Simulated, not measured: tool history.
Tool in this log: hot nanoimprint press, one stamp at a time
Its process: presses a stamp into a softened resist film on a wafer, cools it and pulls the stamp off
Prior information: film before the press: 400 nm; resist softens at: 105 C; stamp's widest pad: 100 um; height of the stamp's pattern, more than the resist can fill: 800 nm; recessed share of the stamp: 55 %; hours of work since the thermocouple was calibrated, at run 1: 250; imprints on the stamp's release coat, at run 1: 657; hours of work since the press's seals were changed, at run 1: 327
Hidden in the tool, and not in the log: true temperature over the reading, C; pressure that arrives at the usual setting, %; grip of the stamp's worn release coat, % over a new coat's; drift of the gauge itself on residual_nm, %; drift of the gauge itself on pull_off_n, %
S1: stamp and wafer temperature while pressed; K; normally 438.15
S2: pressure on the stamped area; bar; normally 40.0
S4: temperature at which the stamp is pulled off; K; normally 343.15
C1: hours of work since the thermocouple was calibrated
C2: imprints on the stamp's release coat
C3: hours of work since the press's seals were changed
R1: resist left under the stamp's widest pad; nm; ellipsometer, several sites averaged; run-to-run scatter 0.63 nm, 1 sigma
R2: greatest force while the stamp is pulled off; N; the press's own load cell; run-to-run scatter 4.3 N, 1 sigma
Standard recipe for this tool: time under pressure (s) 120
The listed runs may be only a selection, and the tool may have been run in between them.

{"run": 1, "hour": 0.0, "S1": 438.15, "S2": 40.0, "time under pressure (s)": 120, "S4": 343.15, "C1": 250, "C2": 657, "C3": 327, "R1": 210.1, "R2": 232}
{"run": 2, "hour": 6.0, "S1": 438.15, "S2": 40.0, "time under pressure (s)": 120, "S4": 343.15, "C1": 254, "C2": 682, "C3": 331, "R1": 210.6, "R2": 240}
{"run": 3, "hour": 12.6, "S1": 438.15, "S2": 44.6, "time under pressure (s)": 120, "S4": 343.15, "C1": 258, "C2": 710, "C3": 336, "R1": 200.5, "R2": 231}
{"run": 4, "hour": 25.1, "S1": 438.15, "S2": 44.6, "time under pressure (s)": 120, "S4": 343.15, "C1": 267, "C2": 762, "C3": 344, "R1": 200.3, "R2": 234}
{"run": 5, "hour": 31.6, "S1": 438.15, "S2": 44.6, "time under pressure (s)": 120, "S4": 343.15, "C1": 271, "C2": 789, "C3": 349, "R1": 199.6, "R2": 240}
{"run": 6, "hour": 40.0, "S1": 438.15, "S2": 44.6, "time under pressure (s)": 120, "S4": 343.15, "C1": 277, "C2": 824, "C3": 354, "R1": 200.4, "R2": 255}
{"run": 7, "hour": 51.2, "S1": 438.15, "S2": 44.6, "time under pressure (s)": 120, "S4": 343.15, "C1": 284, "C2": 871, "C3": 362, "R1": 200.4, "R2": 252}
{"run": 8, "hour": 62.4, "S1": 438.15, "S2": 44.6, "time under pressure (s)": 120, "S4": 343.15, "C1": 292, "C2": 918, "C3": 369, "R1": 200.1, "R2": 240}
{"run": 9, "hour": 75.7, "S1": 438.15, "S2": 40.5, "time under pressure (s)": 120, "S4": 343.15, "C1": 301, "C2": 974, "C3": 378, "R1": 208.0, "R2": 256}
{"run": 10, "hour": 82.8, "S1": 438.15, "S2": 40.5, "time under pressure (s)": 120, "S4": 343.15, "C1": 305, "C2": 1003, "C3": 383, "R1": 207.8, "R2": 265}
{"hour": 93.1, "done": "stamp cleaned and given a new release coat"}
{"run": 11, "hour": 99.8, "S1": 438.15, "S2": 40.5, "time under pressure (s)": 120, "S4": 343.15, "C1": 313, "C2": 28, "C3": 390, "R1": 208.5, "R2": 214}
{"run": 12, "hour": 107.0, "S1": 438.15, "S2": 40.0, "time under pressure (s)": 120, "S4": 343.15, "C1": 317, "C2": 58, "C3": 395, "R1": 207.6, "R2": 209}
{"run": 13, "hour": 116.4, "S1": 438.15, "S2": 40.0, "time under pressure (s)": 120, "S4": 343.15, "C1": 324, "C2": 98, "C3": 401, "R1": 209.0, "R2": 214}
{"run": 14, "hour": 128.6, "S1": 438.15, "S2": 40.0, "time under pressure (s)": 120, "S4": 343.15, "C1": 332, "C2": 148, "C3": 409, "R1": 208.0, "R2": 199}
{"run": 15, "hour": 138.0, "S1": 438.15, "S2": 40.0, "time under pressure (s)": 120, "S4": 343.15, "C1": 338, "C2": 188, "C3": 416, "R1": 208.1, "R2": 218}
{"run": 16, "hour": 143.4, "S1": 438.15, "S2": 40.0, "time under pressure (s)": 120, "S4": 343.15, "C1": 342, "C2": 211, "C3": 419, "R1": 207.7, "R2": 214}
{"run": 17, "hour": 152.1, "S1": 435.15, "S2": 40.9, "time under pressure (s)": 120, "S4": 343.15, "C1": 348, "C2": 247, "C3": 425, "R1": 238.3, "R2": 211}
{"run": 18, "hour": 165.0, "S1": 438.15, "S2": 63.4, "time under pressure (s)": 75, "S4": 343.15, "C1": 356, "C2": 301, "C3": 434, "R1": 202.1, "R2": 220}
{"run": 19, "hour": 175.5, "S1": 438.15, "S2": 63.4, "time under pressure (s)": 75, "S4": 343.15, "C1": 363, "C2": 345, "C3": 441, "R1": 203.1, "R2": 221}
{"run": 20, "hour": 184.1, "S1": 440.15, "S2": 26.5, "time under pressure (s)": 120, "S4": 347.15, "C1": 369, "C2": 381, "C3": 447, "R1": 223.1, "R2": 193}
{"run": 21, "hour": 191.7, "S1": 432.15, "S2": 30.0, "time under pressure (s)": 84, "S4": 340.15, "C1": 374, "C2": 412, "C3": 452, "R1": 318.3, "R2": 239}
{"run": 22, "hour": 201.8, "S1": 432.15, "S2": 30.0, "time under pressure (s)": 84, "S4": 340.15, "C1": 381, "C2": 455, "C3": 458, "R1": 317.5, "R2": 247}
{"run": 23, "hour": 209.5, "S1": 436.15, "S2": 31.0, "time under pressure (s)": 133, "S4": 343.15, "C1": 386, "C2": 487, "C3": 464, "R1": 244.8, "R2": 229}
{"run": 24, "hour": 219.1, "S1": 440.15, "S2": 40.0, "time under pressure (s)": 120, "S4": 343.15, "C1": 393, "C2": 527, "C3": 470, "R1": 187.0, "R2": 224}
{"run": 25, "hour": 232.5, "S1": 429.15, "S2": 40.0, "time under pressure (s)": 120, "S4": 343.15, "C1": 402, "C2": 583, "C3": 479, "R1": 305.8, "R2": 231}
{"run": 26, "hour": 241.2, "S1": 431.15, "S2": 42.2, "time under pressure (s)": 120, "S4": 343.15, "C1": 407, "C2": 619, "C3": 485, "R1": 279.4, "R2": 233}
{"run": 27, "hour": 249.9, "S1": 438.15, "S2": 25.7, "time under pressure (s)": 120, "S4": 343.15, "C1": 413, "C2": 656, "C3": 491, "R1": 245.8, "R2": 232}
{"run": 28, "hour": 261.1, "S1": 438.15, "S2": 25.7, "time under pressure (s)": 120, "S4": 343.15, "C1": 421, "C2": 703, "C3": 498, "R1": 244.9, "R2": 234}
{"run": 29, "hour": 269.7, "S1": 438.15, "S2": 25.7, "time under pressure (s)": 120, "S4": 343.15, "C1": 426, "C2": 739, "C3": 504, "R1": 244.7, "R2": 238}

Alternative continuations, all from the tool just after run 29; predict every row:
{"run": "A", "hour": 280.0, "S1": 438.15, "S2": 40.0, "time under pressure (s)": 120, "S4": 340.15, "C1": 433, "C2": 782, "C3": 511, "R1": "?", "R2": "?"}
{"run": "B", "hour": 280.0, "S1": 434.15, "S2": 25.7, "time under pressure (s)": 120, "S4": 329.15, "C1": 433, "C2": 782, "C3": 511, "R1": "?", "R2": "?"}
{"run": "C", "hour": 280.0, "S1": 438.15, "S2": 54.1, "time under pressure (s)": 182, "S4": 349.15, "C1": 433, "C2": 782, "C3": 511, "R1": "?", "R2": "?"}

run=A R1=207.0 R2=257
run=B R1=288.0 R2=337
run=C R1=153.7 R2=195
The same runs, with their run-to-run variation unchanged, on a tool lacking any hidden condition would have given:
run=A R1=218.2 R2=226
run=B R1=299.3 R2=294
run=C R1=162.8 R2=173
